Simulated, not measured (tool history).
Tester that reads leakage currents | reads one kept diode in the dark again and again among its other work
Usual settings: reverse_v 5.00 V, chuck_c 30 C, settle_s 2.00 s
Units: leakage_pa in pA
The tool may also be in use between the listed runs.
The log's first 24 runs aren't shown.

run    hour  reverse_v  chuck_c  settle_s  leakage_pa
 25  3265.5       1.80       53      0.67      406.38
 26  3452.8       1.80       53      0.67      403.61
     3495.5  -- probe card cleaned and baked
 27  3630.6       1.80       53      0.67      393.98
 28  3788.1       1.80       53      0.67      391.39
 29  3898.8       1.05       31      1.75       55.65
 30  4009.5       5.00       30      0.68       99.68
 31  4179.0       1.96       41      4.82      160.80
 32  4360.5      19.80       30      2.00      184.62
 33  4454.6       6.21       54      2.00      692.50
 34  4644.7       6.21       54      9.30      688.06
 35  4835.4       3.04       41      1.67      188.23
 36  5035.4       3.04       28      0.52       67.53
 37  5123.6       3.04       30      0.52       78.43
 38  5272.9       3.04       30      0.52       78.84

Forecast each of these 3 alternatives for the next run:
     5313.0  -- chuck's temperature calibrated
     5343.7  -- tester calibrated
  A  5368.1       8.60       31      0.64           ?
     5313.0  -- chuck's temperature calibrated
     5343.7  -- tester calibrated
  B  5368.1       9.79       23      6.69           ?
     5313.0  -- chuck's temperature calibrated
     5343.7  -- tester calibrated
  C  5368.1       4.41       27      5.29           ?

run  leakage_pa
  A      164.84
  B       94.34
  C       87.54
Without the tool's hidden state the same runs would have given:
run  leakage_pa
  A      152.56
  B       80.31
  C       81.24
